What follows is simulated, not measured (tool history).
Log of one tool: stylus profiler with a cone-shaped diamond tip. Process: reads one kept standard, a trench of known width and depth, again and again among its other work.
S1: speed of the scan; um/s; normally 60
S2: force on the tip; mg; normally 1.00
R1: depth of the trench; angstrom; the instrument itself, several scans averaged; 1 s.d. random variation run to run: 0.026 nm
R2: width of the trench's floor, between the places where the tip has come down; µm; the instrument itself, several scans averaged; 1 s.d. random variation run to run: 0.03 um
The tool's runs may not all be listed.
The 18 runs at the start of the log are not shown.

run 19 hour=1044.5 | S1=60 S2=1.00 | R1=1008.5 R2=47.39
run 20 hour=1104.7 | S1=96 S2=0.67 | R1=1007.0 R2=47.21
run 21 hour=1148.4 | S1=96 S2=0.67 | R1=1007.5 R2=47.18
run 22 hour=1205.1 | S1=96 S2=0.67 | R1=1007.4 R2=47.14
run 23 hour=1257.3 | S1=33 S2=0.74 | R1=1008.2 R2=47.42
run 24 hour=1331.5 | S1=33 S2=0.74 | R1=1007.6 R2=47.38
run 25 hour=1363.5 | S1=85 S2=1.00 | R1=1009.5 R2=47.27
run 26 hour=1426.9 | S1=85 S2=1.00 | R1=1009.6 R2=47.26
run 27 hour=1498.0 | S1=64 S2=1.35 | R1=1011.8 R2=47.29
run 28 hour=1555.1 | S1=64 S2=1.35 | R1=1011.5 R2=47.34
run 29 hour=1628.9 | S1=25 S2=1.01 | R1=1010.4 R2=47.39
run 30 hour=1682.8 | S1=63 S2=0.68 | R1=1008.1 R2=47.24
run 31 hour=1727.5 | S1=63 S2=0.68 | R1=1008.6 R2=47.20
run 32 hour=1783.2 | S1=108 S2=0.80 | R1=1009.3 R2=47.10
run 33 hour=1860.9 | S1=65 S2=1.92 | R1=1014.9 R2=47.29
run 34 hour=1908.9 | S1=65 S2=1.92 | R1=1014.7 R2=47.31
run 35 hour=1968.9 | S1=35 S2=1.87 | R1=1014.3 R2=47.31

What if the next run were any one of these 4? Each begins from the tool's condition after run 35:
run A hour=2043.8 | S1=23 S2=2.68 | R1=? R2=?
run B hour=2043.8 | S1=129 S2=2.27 | R1=? R2=?
run C hour=2043.8 | S1=35 S2=0.34 | R1=? R2=?
run D hour=2043.8 | S1=82 S2=1.87 | R1=? R2=?

run=A R1=1017.9 R2=47.33
run=B R1=1016.4 R2=47.14
run=C R1=1006.8 R2=47.20
run=D R1=1014.6 R2=47.22
With no hidden state in the tool, these same runs would have given:
run=A R1=1014.3 R2=47.97
run=B R1=1012.7 R2=47.77
run=C R1=1003.1 R2=47.84
run=D R1=1011.0 R2=47.85

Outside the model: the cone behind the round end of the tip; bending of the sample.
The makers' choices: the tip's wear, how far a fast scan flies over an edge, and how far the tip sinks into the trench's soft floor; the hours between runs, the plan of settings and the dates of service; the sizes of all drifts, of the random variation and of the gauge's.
